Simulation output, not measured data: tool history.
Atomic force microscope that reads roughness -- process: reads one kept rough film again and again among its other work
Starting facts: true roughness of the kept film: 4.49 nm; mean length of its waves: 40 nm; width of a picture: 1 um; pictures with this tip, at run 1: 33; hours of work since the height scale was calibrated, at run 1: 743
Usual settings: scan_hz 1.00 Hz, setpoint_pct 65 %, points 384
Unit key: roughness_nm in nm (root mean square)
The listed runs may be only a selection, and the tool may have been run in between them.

run     day  scan_hz  setpoint_pct  points  pictures with this tip  hours of work since the height scale was calibrated  roughness_nm
  1   0.000     1.00            65     384                      33                                                  743         4.006
  2   1.292     1.00            65     384                      83                                                  760         3.790
      2.658  -- new tip fitted
  3   2.958     1.00            65     384                      12                                                  783         4.074
  4   4.433     1.00            76     384                      69                                                  803         3.706
  5   5.492     1.00            76     384                     110                                                  817         3.523
      6.125  -- new tip fitted
  6   7.317     1.00            65     384                      46                                                  841         3.912
  7   8.333     1.00            78     384                      86                                                  855         3.569
      9.679  -- new tip fitted
  8   9.833     1.00            56     384                       6                                                  875         4.172
  9  10.833     1.00            85     303                      44                                                  889         3.654
 10  12.579     1.11            59     274                     112                                                  912         3.665
     13.171  -- new tip fitted
 11  14.225     1.11            57     425                      40                                                  934         4.015
 12  14.958     1.00            81     306                      68                                                  944         3.628
 13  15.992     0.97            65     299                     108                                                  958         3.691
     16.738  -- new tip fitted
 14  17.117     2.31            85     317                      15                                                  973         3.317
 15  18.617     0.56            85     355                      73                                                  993         3.711

Below are 3 alternative next runs, each starting from the tool's condition after run 15. Predict each:
     20.229  -- new tip fitted
  A  20.229     1.00            76     776                       0                                                 1015             ?
     20.229  -- new tip fitted
  B  20.229     1.04            85     929                       0                                                 1015             ?
     20.229  -- new tip fitted
  C  20.229     3.88            72     277                       0                                                 1015             ?

run  roughness_nm
  A         4.055
  B         3.853
  C         3.467
Without the tool's hidden state the same runs would have given:
run  roughness_nm
  A         3.973
  B         3.776
  C         3.397
